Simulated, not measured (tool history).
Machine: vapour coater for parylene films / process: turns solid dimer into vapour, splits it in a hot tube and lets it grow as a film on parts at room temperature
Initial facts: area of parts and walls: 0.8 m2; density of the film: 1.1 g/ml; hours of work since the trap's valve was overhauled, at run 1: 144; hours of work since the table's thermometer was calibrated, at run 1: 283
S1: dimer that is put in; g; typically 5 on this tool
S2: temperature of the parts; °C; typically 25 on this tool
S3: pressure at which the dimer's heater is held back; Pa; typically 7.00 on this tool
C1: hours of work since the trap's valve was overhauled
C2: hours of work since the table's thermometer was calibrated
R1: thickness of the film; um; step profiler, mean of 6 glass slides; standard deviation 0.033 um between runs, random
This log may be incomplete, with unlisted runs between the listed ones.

run	day	S1	S2	S3	C1	C2	R1
1	0.000	5	25	7.00	144	283	3.58
2	0.675	5	22	7.00	151	290	3.76
3	1.383	5	22	7.00	159	298	3.71
4	1.825	5	29	7.00	163	302	3.26
5	2.588	5	29	7.00	171	310	3.25
6	2.958	5	29	7.00	175	314	3.24
7	3.488	5	29	7.00	181	320	3.23
8	3.904	5	29	7.00	185	324	3.24
9	4.592	5	29	7.00	192	331	3.18
# day 4.667: table's thermometer calibrated
10	5.092	5	29	7.00	197	4	3.22
11	5.671	5	25	2.28	203	11	3.85
12	6.079	5	25	2.28	207	15	3.81
13	6.625	5	25	2.28	213	21	3.79
14	7.300	4	30	7.00	220	28	2.48
15	7.667	4	18	6.16	224	31	3.19
16	8.462	5	33	2.10	232	40	3.26
# day 8.771: table's thermometer calibrated, once more
17	9.017	5	33	2.10	238	3	3.25
18	9.779	5	33	2.10	246	11	3.25
19	10.375	3	17	4.99	252	17	2.44
20	11.121	3	17	4.99	260	25	2.39
21	11.667	2	31	7.00	265	30	1.19
22	12.462	7	32	10.17	274	39	4.03
23	13.217	2	31	3.16	282	47	1.27
24	13.850	2	31	3.16	288	53	1.25
25	14.412	3	31	3.16	294	59	1.89
26	14.950	3	19	3.25	300	65	2.39

What if the next run were any one of these 3? Each begins from the tool's condition after run 26:
A	15.492	3	18	3.25	305	70	?
B	15.492	4	19	3.25	305	70	?
C	15.492	3	19	5.08	305	70	?

run	R1
A	2.43
B	3.17
C	2.28
What these runs would have given with no unlogged condition in the tool:
run	R1
A	2.81
B	3.66
C	2.64

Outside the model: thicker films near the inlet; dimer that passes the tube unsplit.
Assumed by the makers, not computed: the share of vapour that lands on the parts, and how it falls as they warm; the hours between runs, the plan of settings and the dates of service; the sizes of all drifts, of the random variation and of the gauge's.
